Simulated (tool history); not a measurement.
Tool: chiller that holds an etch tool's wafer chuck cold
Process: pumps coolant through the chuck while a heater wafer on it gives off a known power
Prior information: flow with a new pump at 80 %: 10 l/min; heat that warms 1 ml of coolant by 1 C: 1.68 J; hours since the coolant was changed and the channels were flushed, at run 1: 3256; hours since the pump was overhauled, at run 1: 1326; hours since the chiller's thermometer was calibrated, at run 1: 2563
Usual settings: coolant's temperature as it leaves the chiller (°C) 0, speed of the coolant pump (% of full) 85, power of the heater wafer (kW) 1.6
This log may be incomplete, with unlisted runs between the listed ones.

run,hour,coolant's temperature as it leaves the chiller (°C),speed of the coolant pump (% of full),power of the heater wafer (kW),hours since the coolant was changed and the channels were flushed,hours since the pump was overhauled,hours since the chiller's thermometer was calibrated,chuck's temperature once it has settled (°C),how much warmer the coolant comes back (C)
1,0,0,85,1.6,3256,1326,2563,12.4,5.49
2,41.6,0,85,1.6,3297,1368,2605,12.4,5.42
3,65.3,0,85,1.6,3321,1392,2629,12.4,5.42
4,104.6,0,85,1.6,3360,1431,2668,12.6,5.48
5,136.4,0,85,1.6,3392,1463,2700,12.6,5.54
6,171.7,0,85,1.6,3427,1498,2735,12.7,5.44
7,198,0,85,1.6,3454,1524,2761,12.6,5.45
8,234.5,0,85,1.6,3490,1561,2798,12.6,5.42
9,275.9,0,85,1.6,3532,1602,2839,12.6,5.44
10,320.9,0,85,1.6,3577,1647,2884,12.7,5.44
11,350.9,0,85,1.6,3607,1677,2914,12.7,5.46
12,376.6,-3,85,1.6,3632,1703,2940,9.9,5.48
13,415.9,-3,85,1.602,3672,1742,2979,9.8,5.5
14,438.8,-2,64,1.6,3695,1765,3002,14.4,7.28
# hour 456.3: coolant changed, channels flushed
15,470.9,-4,62,1.787,15,1791,3028,11.9,8.48
16,490.5,0,69,1.626,34,1811,3048,13.1,6.88
17,518.2,0,69,1.626,62,1839,3076,13.1,6.91
18,549.5,-7,80,1.6,93,1870,3107,4.3,5.9
19,574.2,3,93,1.522,118,1895,3132,12.2,4.75
20,610.8,6,91,1.114,154,1931,3168,12.8,3.6
21,654.7,4,73,1.555,198,1975,3212,16.1,6.25
22,694.7,4,83,2.174,238,2015,3252,19.2,7.68
23,715.6,4,67,2.139,259,2036,3273,21.9,9.37
24,746.5,0,90,1.6,290,2067,3304,10.3,5.21
25,784.7,-7,82,1.337,328,2105,3342,2.1,4.83

Hidden state at the last listed run before each entry between runs and at the first one after, where it differs:
From run 14 to run 15: coolant changed, channels flushed (hour 456.3)
  heat passed by the chuck's channels, % of clean ones': 79.5 -> 99.5; coolant's true temperature over the reading, C: -0.72 -> -0.73
  measured value less the no-hidden-state value, chuck's temperature once it has settled (°C): +2.1 -> -0.4; how much warmer the coolant comes back (C): +0.15 -> +0.18
